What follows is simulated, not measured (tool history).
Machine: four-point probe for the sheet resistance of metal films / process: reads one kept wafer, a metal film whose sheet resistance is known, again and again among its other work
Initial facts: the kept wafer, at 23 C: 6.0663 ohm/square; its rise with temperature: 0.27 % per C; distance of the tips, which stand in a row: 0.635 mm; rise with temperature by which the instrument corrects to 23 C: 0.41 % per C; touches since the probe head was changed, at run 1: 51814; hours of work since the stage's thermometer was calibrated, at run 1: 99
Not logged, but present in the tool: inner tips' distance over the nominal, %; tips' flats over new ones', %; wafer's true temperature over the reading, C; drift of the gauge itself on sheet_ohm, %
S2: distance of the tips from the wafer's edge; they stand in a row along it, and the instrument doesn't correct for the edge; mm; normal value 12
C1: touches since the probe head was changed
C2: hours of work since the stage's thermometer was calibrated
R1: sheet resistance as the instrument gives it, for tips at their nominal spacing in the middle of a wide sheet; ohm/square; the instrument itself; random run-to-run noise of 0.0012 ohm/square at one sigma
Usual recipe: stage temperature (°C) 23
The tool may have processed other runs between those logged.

run 1 hour=0.0 | stage_temperature_(°C)=23 S2=12 | C1=51814 C2=99 | R1=6.159483
run 2 hour=39.7 | stage_temperature_(°C)=23 S2=12 | C1=54220 C2=129 | R1=6.163211
run 3 hour=71.2 | stage_temperature_(°C)=23 S2=12 | C1=56128 C2=153 | R1=6.166141
run 4 hour=99.9 | stage_temperature_(°C)=23 S2=37 | C1=57868 C2=174 | R1=6.157377
run 5 hour=125.3 | stage_temperature_(°C)=23 S2=37 | C1=59409 C2=193 | R1=6.156994
run 6 hour=150.1 | stage_temperature_(°C)=23 S2=12 | C1=60908 C2=212 | R1=6.167406
run 7 hour=176.7 | stage_temperature_(°C)=23 S2=12 | C1=62523 C2=232 | R1=6.167992
run 8 hour=205.7 | stage_temperature_(°C)=23 S2=12 | C1=64278 C2=254 | R1=6.171532
run 9 hour=235.3 | stage_temperature_(°C)=23 S2=31 | C1=66069 C2=276 | R1=6.166842
run 10 hour=267.5 | stage_temperature_(°C)=25 S2=12 | C1=68025 C2=300 | R1=6.158229
run 11 hour=295.0 | stage_temperature_(°C)=25 S2=12 | C1=69689 C2=321 | R1=6.158728
run 12 hour=334.4 | stage_temperature_(°C)=23 S2=12 | C1=72077 C2=351 | R1=6.180486
run 13 hour=356.8 | stage_temperature_(°C)=23 S2=12 | C1=73433 C2=367 | R1=6.178212
run 14 hour=393.5 | stage_temperature_(°C)=23 S2=12 | C1=75657 C2=395 | R1=6.183591
run 15 hour=424.9 | stage_temperature_(°C)=23 S2=12 | C1=77560 C2=419 | R1=6.185949
run 16 hour=470.0 | stage_temperature_(°C)=26 S2=12 | C1=80290 C2=452 | R1=6.160630
run 17 hour=512.0 | stage_temperature_(°C)=26 S2=12 | C1=82840 C2=484 | R1=6.164771
run 18 hour=551.7 | stage_temperature_(°C)=26 S2=12 | C1=85245 C2=514 | R1=6.165704
run 19 hour=582.5 | stage_temperature_(°C)=26 S2=12 | C1=87107 C2=537 | R1=6.170461
run 20 hour=618.1 | stage_temperature_(°C)=26 S2=12 | C1=89268 C2=564 | R1=6.170796
run 21 hour=640.2 | stage_temperature_(°C)=26 S2=12 | C1=90604 C2=580 | R1=6.173354
run 22 hour=661.3 | stage_temperature_(°C)=24 S2=12 | C1=91886 C2=596 | R1=6.191380
run 23 hour=705.6 | stage_temperature_(°C)=24 S2=12 | C1=94568 C2=630 | R1=6.194285
run 24 hour=725.2 | stage_temperature_(°C)=32 S2=31 | C1=95753 C2=644 | R1=6.117160
run 25 hour=767.8 | stage_temperature_(°C)=32 S2=31 | C1=98335 C2=676 | R1=6.118321
-- hour=771.5 new probe head fitted
run 26 hour=801.3 | stage_temperature_(°C)=27 S2=73 | C1=1808 C2=701 | R1=6.055720
run 27 hour=824.3 | stage_temperature_(°C)=30 S2=11 | C1=3200 C2=718 | R1=6.042137
run 28 hour=851.1 | stage_temperature_(°C)=30 S2=11 | C1=4823 C2=738 | R1=6.045596
run 29 hour=871.7 | stage_temperature_(°C)=30 S2=11 | C1=6072 C2=754 | R1=6.044284
run 30 hour=891.6 | stage_temperature_(°C)=20 S2=32 | C1=7281 C2=769 | R1=6.126687
run 31 hour=925.2 | stage_temperature_(°C)=29 S2=10 | C1=9312 C2=794 | R1=6.059502
run 32 hour=965.9 | stage_temperature_(°C)=29 S2=10 | C1=11782 C2=825 | R1=6.060510
run 33 hour=1009.8 | stage_temperature_(°C)=24 S2=8 | C1=14444 C2=858 | R1=6.116149
run 34 hour=1047.4 | stage_temperature_(°C)=20 S2=4 | C1=16719 C2=886 | R1=6.216333
run 35 hour=1089.9 | stage_temperature_(°C)=20 S2=4 | C1=19294 C2=918 | R1=6.219656
run 36 hour=1124.5 | stage_temperature_(°C)=20 S2=4 | C1=21393 C2=944 | R1=6.220109
run 37 hour=1164.7 | stage_temperature_(°C)=27 S2=6 | C1=23825 C2=974 | R1=6.114222
run 38 hour=1209.6 | stage_temperature_(°C)=30 S2=8 | C1=26547 C2=1008 | R1=6.076035
run 39 hour=1243.0 | stage_temperature_(°C)=18 S2=40 | C1=28571 C2=1033 | R1=6.165265
run 40 hour=1287.9 | stage_temperature_(°C)=32 S2=12 | C1=31295 C2=1067 | R1=6.050567
run 41 hour=1321.1 | stage_temperature_(°C)=32 S2=12 | C1=33303 C2=1092 | R1=6.053033
run 42 hour=1360.3 | stage_temperature_(°C)=23 S2=18 | C1=35678 C2=1121 | R1=6.128736
run 43 hour=1389.6 | stage_temperature_(°C)=33 S2=49 | C1=37452 C2=1143 | R1=6.040033
run 44 hour=1423.2 | stage_temperature_(°C)=20 S2=31 | C1=39490 C2=1169 | R1=6.159086

Hidden state at the last listed run before each entry between runs and at the first one after, where it differs:
From run 25 to run 26: new probe head fitted (hour 771.5)
  inner tips' distance over the nominal, %: 1.953 -> 0.364; tips' flats over new ones', %: 124 -> 2; wafer's true temperature over the reading, C: 0.12 -> 0.13
  measured minus no-state result, R1: +0.128816 -> +0.025794 ohm/square

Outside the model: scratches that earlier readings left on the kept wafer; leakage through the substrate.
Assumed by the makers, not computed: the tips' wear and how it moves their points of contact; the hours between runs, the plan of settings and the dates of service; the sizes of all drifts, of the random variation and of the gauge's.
